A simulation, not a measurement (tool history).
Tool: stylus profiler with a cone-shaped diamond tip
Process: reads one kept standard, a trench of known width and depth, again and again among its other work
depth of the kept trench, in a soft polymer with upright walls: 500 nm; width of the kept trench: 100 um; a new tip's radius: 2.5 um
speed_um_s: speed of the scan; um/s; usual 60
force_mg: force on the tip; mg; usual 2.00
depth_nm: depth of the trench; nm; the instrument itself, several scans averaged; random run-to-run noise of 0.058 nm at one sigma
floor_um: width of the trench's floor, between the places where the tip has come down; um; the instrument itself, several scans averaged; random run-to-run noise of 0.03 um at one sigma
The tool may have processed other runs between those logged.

run 1 day=0.000 | speed_um_s=60 force_mg=2.00 | depth_nm=505.70 floor_um=95.84
run 2 day=0.562 | speed_um_s=49 force_mg=2.00 | depth_nm=505.67 floor_um=95.88
run 3 day=1.579 | speed_um_s=49 force_mg=2.00 | depth_nm=505.81 floor_um=95.90
run 4 day=2.312 | speed_um_s=49 force_mg=2.00 | depth_nm=505.82 floor_um=95.87
run 5 day=3.079 | speed_um_s=207 force_mg=2.00 | depth_nm=505.73 floor_um=94.84
run 6 day=3.921 | speed_um_s=207 force_mg=2.00 | depth_nm=505.75 floor_um=94.85
run 7 day=4.950 | speed_um_s=60 force_mg=1.07 | depth_nm=503.90 floor_um=95.66
run 8 day=5.475 | speed_um_s=46 force_mg=1.07 | depth_nm=503.89 floor_um=95.70
run 9 day=6.171 | speed_um_s=62 force_mg=1.07 | depth_nm=503.94 floor_um=95.59
run 10 day=7.054 | speed_um_s=62 force_mg=1.07 | depth_nm=503.98 floor_um=95.61
run 11 day=7.883 | speed_um_s=62 force_mg=1.07 | depth_nm=503.98 floor_um=95.57
run 12 day=8.392 | speed_um_s=60 force_mg=2.00 | depth_nm=505.84 floor_um=95.70
run 13 day=8.862 | speed_um_s=32 force_mg=2.00 | depth_nm=505.72 floor_um=95.85
run 14 day=9.933 | speed_um_s=32 force_mg=2.00 | depth_nm=505.82 floor_um=95.80
run 15 day=10.750 | speed_um_s=32 force_mg=0.70 | depth_nm=503.11 floor_um=95.71
-- day=10.871 height scale calibrated on a step standard
run 16 day=11.396 | speed_um_s=60 force_mg=2.00 | depth_nm=506.12 floor_um=95.65
run 17 day=11.992 | speed_um_s=60 force_mg=2.00 | depth_nm=506.12 floor_um=95.60
run 18 day=12.742 | speed_um_s=60 force_mg=2.00 | depth_nm=506.05 floor_um=95.62
run 19 day=13.375 | speed_um_s=60 force_mg=2.00 | depth_nm=506.03 floor_um=95.57
run 20 day=14.471 | speed_um_s=60 force_mg=2.00 | depth_nm=506.00 floor_um=95.63
-- day=14.888 height scale calibrated on a step standard, once more
run 21 day=15.321 | speed_um_s=60 force_mg=2.00 | depth_nm=505.16 floor_um=95.53
run 22 day=16.362 | speed_um_s=192 force_mg=2.55 | depth_nm=506.04 floor_um=94.86
run 23 day=17.142 | speed_um_s=60 force_mg=4.03 | depth_nm=508.36 floor_um=95.66
run 24 day=17.608 | speed_um_s=60 force_mg=4.03 | depth_nm=508.39 floor_um=95.65
run 25 day=18.167 | speed_um_s=155 force_mg=2.00 | depth_nm=505.17 floor_um=94.95
run 26 day=19.258 | speed_um_s=27 force_mg=3.59 | depth_nm=507.80 floor_um=95.78
run 27 day=19.962 | speed_um_s=20 force_mg=2.31 | depth_nm=505.81 floor_um=95.74
run 28 day=21.042 | speed_um_s=60 force_mg=3.55 | depth_nm=507.67 floor_um=95.52
run 29 day=21.683 | speed_um_s=60 force_mg=3.55 | depth_nm=507.68 floor_um=95.62
run 30 day=22.262 | speed_um_s=49 force_mg=0.85 | depth_nm=502.93 floor_um=95.36
run 31 day=23.346 | speed_um_s=26 force_mg=1.78 | depth_nm=504.76 floor_um=95.63
run 32 day=23.950 | speed_um_s=26 force_mg=1.07 | depth_nm=503.28 floor_um=95.58
run 33 day=24.654 | speed_um_s=162 force_mg=0.82 | depth_nm=502.87 floor_um=94.16
run 34 day=25.712 | speed_um_s=162 force_mg=0.82 | depth_nm=502.88 floor_um=94.15
run 35 day=26.354 | speed_um_s=51 force_mg=2.83 | depth_nm=506.57 floor_um=95.49
run 36 day=27.058 | speed_um_s=198 force_mg=1.21 | depth_nm=503.82 floor_um=94.13
run 37 day=27.708 | speed_um_s=43 force_mg=5.43 | depth_nm=510.38 floor_um=95.59
run 38 day=28.733 | speed_um_s=69 force_mg=5.78 | depth_nm=510.76 floor_um=95.43

Below are 5 alternative next runs, each starting from the tool's condition after run 38. Predict each:
run A day=29.650 | speed_um_s=33 force_mg=5.12 | depth_nm=? floor_um=?
run B day=29.650 | speed_um_s=20 force_mg=5.78 | depth_nm=? floor_um=?
run C day=29.650 | speed_um_s=34 force_mg=1.43 | depth_nm=? floor_um=?
run D day=29.650 | speed_um_s=211 force_mg=2.29 | depth_nm=? floor_um=?
run E day=29.650 | speed_um_s=193 force_mg=4.02 | depth_nm=? floor_um=?

run=A depth_nm=510.01 floor_um=95.56
run=B depth_nm=510.81 floor_um=95.61
run=C depth_nm=504.15 floor_um=95.47
run=D depth_nm=505.79 floor_um=94.42
run=E depth_nm=508.37 floor_um=94.81
With the hidden condition removed and each run's random variation left untouched, the same runs would have given:
run=A depth_nm=510.08 floor_um=96.85
run=B depth_nm=510.88 floor_um=96.90
run=C depth_nm=504.22 floor_um=96.76
run=D depth_nm=505.86 floor_um=95.71
run=E depth_nm=508.44 floor_um=96.11
